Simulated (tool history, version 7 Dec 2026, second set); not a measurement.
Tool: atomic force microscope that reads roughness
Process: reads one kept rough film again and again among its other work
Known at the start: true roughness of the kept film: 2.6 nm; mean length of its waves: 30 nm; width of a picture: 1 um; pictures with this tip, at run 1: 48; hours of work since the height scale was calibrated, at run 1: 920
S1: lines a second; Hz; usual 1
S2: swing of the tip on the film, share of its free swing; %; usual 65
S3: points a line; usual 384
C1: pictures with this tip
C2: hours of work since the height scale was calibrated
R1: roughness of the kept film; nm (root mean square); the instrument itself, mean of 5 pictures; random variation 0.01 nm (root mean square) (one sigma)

Run 1, hour 0: usual settings; C1 48; C2 920. Result: R1 2.279 nm (root mean square).
Run 2, hour 36.6: usual settings; C1 127; C2 943. Result: R1 2.147 nm (root mean square).
Run 3, hour 68.7: usual settings; C1 197; C2 963. Result: R1 2.054 nm (root mean square).
At hour 85.1: new tip fitted.
Run 4, hour 89.7: usual settings; C1 10; C2 976. Result: R1 2.31 nm (root mean square).
Run 5, hour 108: usual settings; C1 50; C2 988. Result: R1 2.251 nm (root mean square).
Run 6, hour 135: usual settings; C1 108; C2 1005. Result: R1 2.16 nm (root mean square).
Run 7, hour 171.1: usual settings; C1 186; C2 1028. Result: R1 2.051 nm (root mean square).
At hour 193.5: new tip fitted.
Run 8, hour 199: usual settings; C1 11; C2 1045. Result: R1 2.328 nm (root mean square).
Run 9, hour 222.1: usual settings but S1 0.94 Hz; C1 61; C2 1060. Result: R1 2.269 nm (root mean square).
Run 10, hour 240.6: usual settings; C1 101; C2 1072. Result: R1 2.186 nm (root mean square).
Run 11, hour 274.6: usual settings; C1 175; C2 1093. Result: R1 2.106 nm (root mean square).
Run 12, hour 296.1: usual settings; C1 222; C2 1107. Result: R1 2.059 nm (root mean square).
At hour 301.4: new tip fitted.
Run 13, hour 322: usual settings; C1 44; C2 1123. Result: R1 2.278 nm (root mean square).
Run 14, hour 341.6: usual settings but S1 2.03 Hz; C1 87; C2 1135. Result: R1 2.151 nm (root mean square).
Run 15, hour 378.2: usual settings; C1 166; C2 1158. Result: R1 2.107 nm (root mean square).
Run 16, hour 401.3: usual settings; C1 216; C2 1173. Result: R1 2.038 nm (root mean square).
At hour 410.1: new tip fitted.
Run 17, hour 431: usual settings; C1 45; C2 1192. Result: R1 2.252 nm (root mean square).
Run 18, hour 461.9: usual settings; C1 112; C2 1211. Result: R1 2.161 nm (root mean square).
Run 19, hour 493.1: usual settings but S3 376; C1 179; C2 1231. Result: R1 2.085 nm (root mean square).
At hour 517.7: new tip fitted.
Run 20, hour 527.7: usual settings but S2 80 %; C1 21; C2 1253. Result: R1 2.236 nm (root mean square).
Run 21, hour 553.1: usual settings but S2 80 %; C1 76; C2 1269. Result: R1 2.163 nm (root mean square).
Run 22, hour 576.7: usual settings; C1 127; C2 1284. Result: R1 2.163 nm (root mean square).
Run 23, hour 593.2: usual settings; C1 163; C2 1294. Result: R1 2.1 nm (root mean square).
At hour 597.2: height scale calibrated on a step standard.
At hour 627: new tip fitted.
Run 24, hour 627.7: usual settings; C1 1; C2 19. Result: R1 2.344 nm (root mean square).
Run 25, hour 660.9: usual settings but S1 2.53 Hz, S3 781; C1 73; C2 40. Result: R1 2.168 nm (root mean square).
Run 26, hour 689.9: usual settings but S1 3.55 Hz, S2 69 %, S3 260; C1 136; C2 58. Result: R1 1.967 nm (root mean square).
Run 27, hour 716.6: usual settings but S1 3.55 Hz, S2 69 %, S3 260; C1 194; C2 75. Result: R1 1.888 nm (root mean square).
At hour 736.3: new tip fitted.
Run 28, hour 749.4: usual settings but S1 0.59 Hz, S2 66 %, S3 601; C1 29; C2 96. Result: R1 2.351 nm (root mean square).
Run 29, hour 785.2: usual settings but S1 0.59 Hz, S2 55 %, S3 390; C1 106; C2 119. Result: R1 2.236 nm (root mean square).
At hour 808.5: height scale calibrated on a step standard, once more.
Run 30, hour 817.9: usual settings but S1 0.57 Hz, S2 64 %, S3 534; C1 175; C2 6. Result: R1 2.097 nm (root mean square).
At hour 844.1: new tip fitted.
Run 31, hour 844.1: usual settings but S1 0.57 Hz, S2 64 %, S3 534; C1 0; C2 22. Result: R1 2.357 nm (root mean square).
Run 32, hour 862.1: usual settings but S1 0.57 Hz, S2 64 %, S3 534; C1 39; C2 34. Result: R1 2.313 nm (root mean square).
Run 33, hour 880.2: usual settings but S1 0.57 Hz, S2 64 %, S3 534; C1 78; C2 45. Result: R1 2.234 nm (root mean square).
Run 34, hour 913.9: usual settings but S1 0.78 Hz, S3 856; C1 151; C2 66. Result: R1 2.146 nm (root mean square).
Run 35, hour 939.9: usual settings but S2 64 %, S3 727; C1 208; C2 83. Result: R1 2.04 nm (root mean square).
At hour 951.2: new tip fitted.
Run 36, hour 962.5: usual settings but S1 0.93 Hz; C1 24; C2 97. Result: R1 2.289 nm (root mean square).
Run 37, hour 991.1: usual settings but S1 0.93 Hz, S2 83 %; C1 86; C2 115. Result: R1 2.104 nm (root mean square).
Run 38, hour 1016.5: usual settings but S1 1.43 Hz, S3 458; C1 141; C2 131. Result: R1 2.096 nm (root mean square).
Run 39, hour 1036.2: usual settings but S1 1.78 Hz, S2 58 %, S3 442; C1 184; C2 144. Result: R1 2.042 nm (root mean square).
Run 40, hour 1055.8: usual settings but S1 2.12 Hz, S3 400; C1 226; C2 156. Result: R1 1.916 nm (root mean square).
At hour 1058.8: new tip fitted.
Run 41, hour 1093.3: usual settings but S1 2.12 Hz, S3 400; C1 74; C2 179. Result: R1 2.165 nm (root mean square).
Run 42, hour 1124.5: usual settings but S1 2.12 Hz, S3 400; C1 142; C2 199. Result: R1 2.059 nm (root mean square).
Run 43, hour 1159.1: usual settings but S1 2.12 Hz, S3 656; C1 217; C2 221. Result: R1 1.957 nm (root mean square).
At hour 1165.1: new tip fitted.
Run 44, hour 1175.1: usual settings but S1 3.14 Hz; C1 21; C2 231. Result: R1 2.161 nm (root mean square).
Run 45, hour 1197.1: usual settings but S1 3.14 Hz; C1 69; C2 245. Result: R1 2.083 nm (root mean square).
Run 46, hour 1222.4: usual settings but S3 432; C1 124; C2 261. Result: R1 2.142 nm (root mean square).
Run 47, hour 1259: usual settings but S1 2.06 Hz; C1 203; C2 284. Result: R1 1.963 nm (root mean square).

The same runs without the tool's hidden state, with the same run-to-run variation:
The hidden state here: radius of the tip, nm; height scale over the true one, %; drift of the gauge itself on roughness_nm, %.
run     R1
  1  2.338
  2  2.317
  3  2.317
  4  2.329
  5  2.332
  6  2.323
  7  2.322
  8  2.323
  9  2.338
 10  2.315
 11  2.338
 12  2.351
 13  2.324
 14  2.256
 15  2.332
 16  2.328
 17  2.315
 18  2.328
 19  2.341
 20  2.249
 21  2.263
 22  2.346
 23  2.328
 24  2.304
 25  2.241
 26  2.123
 27  2.113
 28  2.366
 29  2.368
 30  2.362
 31  2.359
 32  2.376
 33  2.351
 34  2.366
 35  2.334
 36  2.322
 37  2.238
 38  2.317
 39   2.32
 40  2.233
 41  2.278
 42  2.267
 43  2.257
 44  2.201
 45    2.2
 46  2.344
 47  2.254
